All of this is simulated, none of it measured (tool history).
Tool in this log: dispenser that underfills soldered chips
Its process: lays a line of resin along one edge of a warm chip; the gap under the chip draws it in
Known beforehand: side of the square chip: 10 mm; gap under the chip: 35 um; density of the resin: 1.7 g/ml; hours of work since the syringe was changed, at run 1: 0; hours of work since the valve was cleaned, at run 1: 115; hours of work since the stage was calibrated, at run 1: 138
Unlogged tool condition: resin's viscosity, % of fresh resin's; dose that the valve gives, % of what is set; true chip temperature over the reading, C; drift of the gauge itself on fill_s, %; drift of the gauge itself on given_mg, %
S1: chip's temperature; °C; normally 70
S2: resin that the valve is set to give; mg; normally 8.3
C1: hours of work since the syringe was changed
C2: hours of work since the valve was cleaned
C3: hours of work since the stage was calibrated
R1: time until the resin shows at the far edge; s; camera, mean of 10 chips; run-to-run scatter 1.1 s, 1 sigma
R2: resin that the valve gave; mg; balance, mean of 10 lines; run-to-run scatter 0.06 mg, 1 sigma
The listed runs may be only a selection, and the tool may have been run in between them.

run   hour  S1     S2  C1   C2   C3     R1     R2
  1      0  70    8.3   0  115  138  105.8   7.36
       6.1  -- dispensing valve cleaned and set on the balance
      10.3  -- new syringe of resin
  2   11.7  70    8.3   1    4  146    109   8.38
      19.9  -- new syringe of resin
  3   19.9  70   7.76   0   10  152  107.9   7.67
      29.5  -- new syringe of resin
  4   31.1  70   7.76   1   19  160  111.4   7.55
  5   36.4  70   9.98   5   23  165  126.7   9.88
      38.7  -- new syringe of resin
  6   43.4  84    8.3   4   28  170   67.5   8.15
      47.9  -- new syringe of resin
  7   50.2  70    8.3   2   33  175  112.2   7.98
      56.9  -- new syringe of resin
  8   61.9  70    8.3   4   42  184  123.2   7.93
        66  -- new syringe of resin
  9     70  70  10.49   3   48  190    116  10.04
        75  -- new syringe of resin
 10   77.1  68  10.49   2   53  195  118.7  10.03
      84.5  -- new syringe of resin
 11   84.5  70    8.3   0   59  200    104   7.85
 12   92.4  60   7.77   6   65  206  214.8   7.27
      94.5  -- new syringe of resin
     104.3  -- new syringe of resin
 13  104.7  69   7.85   0   74  215  110.8   7.26
     113.4  -- new syringe of resin
 14  115.5  76   7.85   2   82  224   89.8   7.28
     122.8  -- new syringe of resin
 15  123.2  70   9.52   0   88  229  102.8   8.66
     132.6  -- new syringe of resin
 16  134.3  78   7.28   1   96  238   85.9   6.55
 17  139.2  56   7.28   5  100  241  262.6   6.58
     142.1  -- new syringe of resin
 18  147.7  56   7.28   4  106  248  249.2   6.49
     151.9  -- new syringe of resin
 19  157.6  75   9.23   4  113  255   99.8   8.27
     161.3  -- new syringe of resin
     165.4  -- dispensing valve cleaned and set on the balance
 20    169  84    8.3   5    3  263   73.2   8.29
     172.3  -- new syringe of resin
 21  174.8  63  10.08   2    7  267  147.3   9.99
       182  -- new syringe of resin
 22  186.7  63  10.08   4   16  276  157.3   9.96

5 options for the next run, each taken on its own from the tool as it stands now. Forecast them:
     191.1  -- new syringe of resin
  A  197.7  63   8.12   5  24  285   ?   ?
     191.1  -- new syringe of resin
  B  197.7  70   9.07   5  24  285   ?   ?
     191.1  -- new syringe of resin
  C  197.7  60  10.34   5  24  285   ?   ?
     191.1  -- new syringe of resin
  D  197.7  82   7.15   5  24  285   ?   ?
     191.1  -- new syringe of resin
  E  197.7  55   7.34   5  24  285   ?   ?

run     R1     R2
  A    169   7.88
  B  120.7   8.94
  C  184.6  10.05
  D   80.7   7.02
  E  248.8   7.15
What these runs would have given with no unlogged condition in the tool:
run     R1     R2
  A  143.5   8.07
  B  102.5   9.15
  C  157.5  10.29
  D     68   7.18
  E  211.1   7.32
